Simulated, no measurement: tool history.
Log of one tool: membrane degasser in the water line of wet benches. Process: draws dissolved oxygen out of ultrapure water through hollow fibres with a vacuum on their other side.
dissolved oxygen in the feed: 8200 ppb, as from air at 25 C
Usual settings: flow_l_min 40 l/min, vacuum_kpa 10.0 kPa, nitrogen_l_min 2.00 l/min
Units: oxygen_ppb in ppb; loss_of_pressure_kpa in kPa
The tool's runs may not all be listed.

run 1 day=0.000 | flow_l_min=40 vacuum_kpa=10.0 nitrogen_l_min=2.00 | oxygen_ppb=333.4 loss_of_pressure_kpa=66.69
run 2 day=2.417 | flow_l_min=24 vacuum_kpa=10.0 nitrogen_l_min=2.00 | oxygen_ppb=207.5 loss_of_pressure_kpa=39.82
run 3 day=5.821 | flow_l_min=40 vacuum_kpa=10.0 nitrogen_l_min=2.00 | oxygen_ppb=338.3 loss_of_pressure_kpa=66.97
run 4 day=10.067 | flow_l_min=40 vacuum_kpa=10.0 nitrogen_l_min=2.00 | oxygen_ppb=335.3 loss_of_pressure_kpa=66.86
run 5 day=14.812 | flow_l_min=40 vacuum_kpa=10.0 nitrogen_l_min=2.00 | oxygen_ppb=344.7 loss_of_pressure_kpa=66.84
run 6 day=16.954 | flow_l_min=40 vacuum_kpa=10.0 nitrogen_l_min=2.00 | oxygen_ppb=338.1 loss_of_pressure_kpa=66.90
run 7 day=19.146 | flow_l_min=49 vacuum_kpa=10.0 nitrogen_l_min=3.00 | oxygen_ppb=301.4 loss_of_pressure_kpa=82.21
run 8 day=22.429 | flow_l_min=25 vacuum_kpa=7.0 nitrogen_l_min=1.25 | oxygen_ppb=193.4 loss_of_pressure_kpa=41.81
run 9 day=25.292 | flow_l_min=42 vacuum_kpa=20.7 nitrogen_l_min=5.35 | oxygen_ppb=355.8 loss_of_pressure_kpa=70.80
run 10 day=28.554 | flow_l_min=42 vacuum_kpa=20.7 nitrogen_l_min=5.35 | oxygen_ppb=357.4 loss_of_pressure_kpa=70.81
run 11 day=33.129 | flow_l_min=42 vacuum_kpa=20.7 nitrogen_l_min=5.35 | oxygen_ppb=365.0 loss_of_pressure_kpa=70.88

Forecast each of these 4 alternatives for the next run:
run A day=35.729 | flow_l_min=40 vacuum_kpa=10.0 nitrogen_l_min=4.15 | oxygen_ppb=? loss_of_pressure_kpa=?
run B day=35.729 | flow_l_min=43 vacuum_kpa=20.8 nitrogen_l_min=1.25 | oxygen_ppb=? loss_of_pressure_kpa=?
run C day=35.729 | flow_l_min=24 vacuum_kpa=12.7 nitrogen_l_min=3.29 | oxygen_ppb=? loss_of_pressure_kpa=?
run D day=35.729 | flow_l_min=47 vacuum_kpa=6.4 nitrogen_l_min=2.41 | oxygen_ppb=? loss_of_pressure_kpa=?

run=A oxygen_ppb=195.7 loss_of_pressure_kpa=67.41
run=B oxygen_ppb=1163.6 loss_of_pressure_kpa=72.32
run=C oxygen_ppb=183.4 loss_of_pressure_kpa=40.70
run=D oxygen_ppb=196.0 loss_of_pressure_kpa=79.15
Without the tool's hidden state the same runs would have given:
run=A oxygen_ppb=184.3 loss_of_pressure_kpa=66.39
run=B oxygen_ppb=1139.9 loss_of_pressure_kpa=71.22
run=C oxygen_ppb=173.7 loss_of_pressure_kpa=40.09
run=D oxygen_ppb=178.6 loss_of_pressure_kpa=77.95
